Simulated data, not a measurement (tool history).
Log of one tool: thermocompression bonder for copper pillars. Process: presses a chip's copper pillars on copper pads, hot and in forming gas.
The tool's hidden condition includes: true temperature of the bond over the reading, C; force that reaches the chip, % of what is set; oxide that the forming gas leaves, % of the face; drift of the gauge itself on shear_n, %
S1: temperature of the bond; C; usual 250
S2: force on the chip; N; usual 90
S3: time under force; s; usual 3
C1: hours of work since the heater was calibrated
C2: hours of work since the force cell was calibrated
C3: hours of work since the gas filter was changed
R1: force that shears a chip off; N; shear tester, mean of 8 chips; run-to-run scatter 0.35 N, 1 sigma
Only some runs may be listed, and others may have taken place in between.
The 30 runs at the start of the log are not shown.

run,hour,S1,S2,S3,C1,C2,C3,R1
31,752.5,221,64,2,467,751,28,15.4
32,770.6,221,60,3,477,761,38,18.3
33,794.7,221,60,3,490,774,51,17.4
34,816.3,221,60,3,502,786,63,17.2
35,842.5,235,106,3,516,801,77,37.6
36,856.2,235,106,3,524,808,85,37
37,878.8,250,79,5,536,821,97,40
38,911.7,250,79,5,554,839,115,40.2
39,942.8,250,79,5,571,856,132,41.2

Below are 4 alternative next runs, each starting from the tool's condition after run 39. Predict each:
A,961.4,266,74,5,581,866,143,?
B,961.4,250,89,5,581,866,143,?
C,961.4,249,90,4,581,866,143,?
D,961.4,225,113,5,581,866,143,?

run,R1
A,45.5
B,45.6
C,42.1
D,43.4
With the hidden condition removed and each run's random variation left untouched, the same runs would have given:
run,R1
A,45.4
B,45.6
C,42
D,43.3
